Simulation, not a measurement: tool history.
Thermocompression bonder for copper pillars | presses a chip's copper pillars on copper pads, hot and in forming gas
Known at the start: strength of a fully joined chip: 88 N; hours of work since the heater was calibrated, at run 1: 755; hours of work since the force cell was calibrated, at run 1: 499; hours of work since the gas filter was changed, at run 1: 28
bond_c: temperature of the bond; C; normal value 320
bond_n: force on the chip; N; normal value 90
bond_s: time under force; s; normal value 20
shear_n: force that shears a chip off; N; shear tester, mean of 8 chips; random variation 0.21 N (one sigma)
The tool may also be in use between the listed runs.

run	hour	bond_c	bond_n	bond_s	hours of work since the heater was calibrated	hours of work since the force cell was calibrated	hours of work since the gas filter was changed	shear_n
1	0.0	320	90	20	755	499	28	35.7
2	12.2	320	90	20	763	508	37	35.4
3	24.2	320	90	18	772	516	45	33.9
4	41.8	320	90	18	784	529	58	33.4
5	51.5	320	90	20	791	536	65	34.8
6	63.3	320	109	20	799	544	73	40.5
7	75.0	320	90	20	807	552	81	34.6
8	91.2	320	93	20	819	563	92	35.1
9	109.1	320	93	20	831	576	105	35.4
10	119.5	320	93	20	838	583	112	35.4
11	127.4	320	93	20	844	589	118	35.1
12	143.0	320	93	20	855	600	129	35.0
13	151.4	320	93	20	861	606	135	34.8
14	161.2	323	65	34	868	613	142	32.4
15	177.1	292	90	37	879	624	153	33.4
16	192.2	324	128	50	889	634	163	58.2
17	204.7	324	128	50	898	643	172	58.1
18	212.3	320	90	36	904	648	177	41.2
19	221.3	322	90	11	910	655	184	26.8
20	234.1	350	76	12	919	664	193	30.1
21	243.7	350	76	12	926	670	199	30.0
22	259.7	325	82	33	937	682	211	38.4
23	271.2	320	106	44	945	690	219	48.4
24	287.3	340	106	10	956	701	230	33.8
25	299.2	344	76	27	965	709	238	38.8

Alternative continuations, all from the tool just after run 25; predict every row:
A	311.2	293	125	20	973	718	247	?
B	311.2	314	76	27	973	718	247	?
C	311.2	320	93	13	973	718	247	?

run	shear_n
A	33.3
B	30.2
C	28.5
Without the tool's unlogged condition, the same runs would have read:
run	shear_n
A	35.2
B	31.9
C	30.1

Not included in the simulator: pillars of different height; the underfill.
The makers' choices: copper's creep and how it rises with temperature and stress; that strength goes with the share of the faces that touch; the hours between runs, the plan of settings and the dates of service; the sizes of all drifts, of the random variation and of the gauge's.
